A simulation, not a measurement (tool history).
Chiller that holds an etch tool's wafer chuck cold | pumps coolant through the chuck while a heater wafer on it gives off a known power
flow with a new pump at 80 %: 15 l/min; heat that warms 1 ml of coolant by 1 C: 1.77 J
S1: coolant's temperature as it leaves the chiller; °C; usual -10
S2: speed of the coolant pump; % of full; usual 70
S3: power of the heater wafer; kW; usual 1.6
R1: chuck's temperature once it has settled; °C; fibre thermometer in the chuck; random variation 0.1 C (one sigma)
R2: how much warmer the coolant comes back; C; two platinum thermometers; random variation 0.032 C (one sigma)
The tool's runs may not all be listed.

run 1 hour=0 | S1=-10 S2=70 S3=1.6 | R1=6.7 R2=4.2
run 2 hour=36.6 | S1=-3 S2=70 S3=1.6 | R1=13.8 R2=4.15
run 3 hour=79.8 | S1=-10 S2=70 S3=1.437 | R1=5.1 R2=3.77
run 4 hour=126.8 | S1=-10 S2=70 S3=1.437 | R1=5.3 R2=3.72
run 5 hour=167.3 | S1=-10 S2=70 S3=1.6 | R1=6.8 R2=4.17
run 6 hour=203.1 | S1=-10 S2=70 S3=1.6 | R1=6.7 R2=4.2
run 7 hour=244.4 | S1=-10 S2=70 S3=1.6 | R1=6.7 R2=4.18
run 8 hour=272 | S1=-3 S2=70 S3=1.6 | R1=13.8 R2=4.23
run 9 hour=298 | S1=-3 S2=70 S3=1.6 | R1=13.8 R2=4.19
run 10 hour=329.3 | S1=-3 S2=70 S3=1.6 | R1=14 R2=4.18
run 11 hour=374.2 | S1=-10 S2=70 S3=1.6 | R1=6.9 R2=4.19
run 12 hour=405.7 | S1=-10 S2=70 S3=1.6 | R1=6.9 R2=4.2
run 13 hour=427.6 | S1=-10 S2=70 S3=1.6 | R1=7.1 R2=4.14
run 14 hour=466.7 | S1=-2 S2=70 S3=1.6 | R1=15 R2=4.21
run 15 hour=512.2 | S1=-10 S2=70 S3=1.6 | R1=6.8 R2=4.13
run 16 hour=534.8 | S1=-10 S2=70 S3=1.6 | R1=6.8 R2=4.15
run 17 hour=557.2 | S1=-10 S2=70 S3=1.6 | R1=7 R2=4.16
run 18 hour=580.7 | S1=-8 S2=77 S3=1.019 | R1=2.3 R2=2.38
run 19 hour=609 | S1=-3 S2=75 S3=2.323 | R1=20 R2=5.62
run 20 hour=643.6 | S1=-3 S2=75 S3=2.323 | R1=20 R2=5.64
run 21 hour=687.8 | S1=-10 S2=70 S3=1.549 | R1=6.4 R2=3.99
run 22 hour=733.8 | S1=-8 S2=98 S3=1.25 | R1=2.4 R2=2.35
run 23 hour=778.7 | S1=-8 S2=98 S3=1.25 | R1=2.4 R2=2.34
run 24 hour=805.5 | S1=-10 S2=90 S3=1.6 | R1=4.1 R2=3.2
run 25 hour=844.6 | S1=-10 S2=70 S3=1.228 | R1=3.3 R2=3.14
run 26 hour=882 | S1=-9 S2=89 S3=1.116 | R1=1 R2=2.3
run 27 hour=908.2 | S1=-6 S2=70 S3=1.6 | R1=11.1 R2=4.22
run 28 hour=946.3 | S1=-13 S2=75 S3=1.041 | R1=-2.1 R2=2.46
run 29 hour=972.8 | S1=-9 S2=100 S3=1.6 | R1=4.2 R2=2.97
run 30 hour=1015.2 | S1=-13 S2=70 S3=1.196 | R1=0 R2=3.19
run 31 hour=1047.7 | S1=-15 S2=79 S3=0.957 | R1=-5.2 R2=2.28
run 32 hour=1074.1 | S1=-10 S2=95 S3=1.999 | R1=6.5 R2=3.85

Not shown: 3 entries that the log had between the listed runs. Between which runs, and how does the tool's hidden state differ before and after?
Between runs 10 and 11: coolant pump overhauled (hour 337.2)
  flow at a given pump speed, % of a new pump's: 98.6 -> 98.4; coolant's true temperature over the reading, C: 0.43 -> 0.44
  measured less the result without the state, R1: +2.2 -> +2.2 °C; R2: +0.06 -> +0.07 C
Between runs 13 and 14: coolant pump overhauled, once more (hour 456.8)
  heat passed by the chuck's channels, % of clean ones': 88.7 -> 88.6; flow at a given pump speed, % of a new pump's: 98.4 -> 99.4; coolant's true temperature over the reading, C: 0.44 -> 0.45
  measured less the result without the state, R1: +2.3 -> +2.1 °C; R2: +0.06 -> +0.03 C
Between runs 31 and 32: chiller's thermometer calibrated (hour 1071.4)
  heat passed by the chuck's channels, % of clean ones': 87.6 -> 87.5; coolant's true temperature over the reading, C: 0.51 -> 0.03
  measured less the result without the state, R1: +1.6 -> +2 °C; R2: +0.02 -> +0.05 C
